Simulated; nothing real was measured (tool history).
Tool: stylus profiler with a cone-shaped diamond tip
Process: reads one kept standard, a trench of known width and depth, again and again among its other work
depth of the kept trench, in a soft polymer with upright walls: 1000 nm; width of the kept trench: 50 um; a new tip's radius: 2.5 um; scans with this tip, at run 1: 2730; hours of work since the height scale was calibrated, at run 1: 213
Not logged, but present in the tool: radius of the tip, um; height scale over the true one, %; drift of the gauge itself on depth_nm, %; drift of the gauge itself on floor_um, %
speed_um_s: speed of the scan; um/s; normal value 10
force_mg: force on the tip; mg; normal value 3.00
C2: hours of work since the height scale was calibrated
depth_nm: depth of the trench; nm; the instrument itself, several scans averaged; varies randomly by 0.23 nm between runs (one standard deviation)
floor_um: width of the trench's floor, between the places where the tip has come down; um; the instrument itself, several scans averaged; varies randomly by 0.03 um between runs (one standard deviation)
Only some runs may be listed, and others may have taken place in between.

Run 1, day 0.000: usual settings; scans with this tip 2730; C2 213. Result: depth_nm 1011.47 nm, floor_um 45.72 um.
Run 2, day 0.638: usual settings but speed_um_s 36 um/s; scans with this tip 2811; C2 219. Result: depth_nm 1011.22 nm, floor_um 45.55 um.
Run 3, day 1.029: usual settings but speed_um_s 26 um/s; scans with this tip 2861; C2 223. Result: depth_nm 1011.46 nm, floor_um 45.68 um.
Run 4, day 1.704: usual settings but speed_um_s 26 um/s; scans with this tip 2946; C2 230. Result: depth_nm 1011.62 nm, floor_um 45.63 um.
Run 5, day 2.038: usual settings but speed_um_s 26 um/s; scans with this tip 2989; C2 233. Result: depth_nm 1011.10 nm, floor_um 45.55 um.
Run 6, day 2.750: usual settings but speed_um_s 26 um/s; scans with this tip 3079; C2 240. Result: depth_nm 1011.44 nm, floor_um 45.64 um.
Run 7, day 3.438: usual settings but speed_um_s 26 um/s; scans with this tip 3166; C2 247. Result: depth_nm 1011.09 nm, floor_um 45.60 um.
Run 8, day 4.217: usual settings but speed_um_s 26 um/s; scans with this tip 3265; C2 255. Result: depth_nm 1011.40 nm, floor_um 45.63 um.
Run 9, day 4.938: usual settings but speed_um_s 6 um/s; scans with this tip 3356; C2 262. Result: depth_nm 1011.41 nm, floor_um 45.71 um.
Run 10, day 5.267: usual settings; scans with this tip 3398; C2 265. Result: depth_nm 1011.56 nm, floor_um 45.71 um.
Run 11, day 5.812: usual settings; scans with this tip 3467; C2 271. Result: depth_nm 1011.40 nm, floor_um 45.69 um.
Run 12, day 6.512: usual settings; scans with this tip 3556; C2 278. Result: depth_nm 1011.55 nm, floor_um 45.63 um.
Run 13, day 7.279: usual settings; scans with this tip 3653; C2 285. Result: depth_nm 1011.43 nm, floor_um 45.64 um.
Run 14, day 7.633: usual settings; scans with this tip 3699; C2 289. Result: depth_nm 1011.18 nm, floor_um 45.66 um.
Run 15, day 8.058: usual settings; scans with this tip 3752; C2 293. Result: depth_nm 1011.17 nm, floor_um 45.67 um.
Run 16, day 8.704: usual settings; scans with this tip 3834; C2 299. Result: depth_nm 1011.13 nm, floor_um 45.71 um.
Run 17, day 9.475: usual settings but speed_um_s 17 um/s, force_mg 5.34 mg; scans with this tip 3932; C2 307. Result: depth_nm 1016.32 nm, floor_um 45.61 um.
Run 18, day 9.908: usual settings but speed_um_s 17 um/s, force_mg 5.34 mg; scans with this tip 3987; C2 311. Result: depth_nm 1016.62 nm, floor_um 45.57 um.
Run 19, day 10.671: usual settings but speed_um_s 28 um/s, force_mg 5.32 mg; scans with this tip 4084; C2 319. Result: depth_nm 1016.64 nm, floor_um 45.57 um.
Run 20, day 11.433: usual settings but speed_um_s 12 um/s, force_mg 4.76 mg; scans with this tip 4180; C2 326. Result: depth_nm 1015.62 nm, floor_um 45.56 um.
Run 21, day 12.200: usual settings but speed_um_s 4 um/s, force_mg 8.37 mg; scans with this tip 4278; C2 334. Result: depth_nm 1022.92 nm, floor_um 45.73 um.

The next listed run, before its measurement:
Run 22, day 12.962: usual settings but speed_um_s 33 um/s, force_mg 3.36 mg; scans with this tip 4375; C2 342. Result: depth_nm ?, floor_um ?.

For run 22 the tool returned depth_nm 1012.36 nm, floor_um 45.46 um.
Without the tool's hidden state the same run would have given depth_nm 1012.92 nm, floor_um 45.81 um.

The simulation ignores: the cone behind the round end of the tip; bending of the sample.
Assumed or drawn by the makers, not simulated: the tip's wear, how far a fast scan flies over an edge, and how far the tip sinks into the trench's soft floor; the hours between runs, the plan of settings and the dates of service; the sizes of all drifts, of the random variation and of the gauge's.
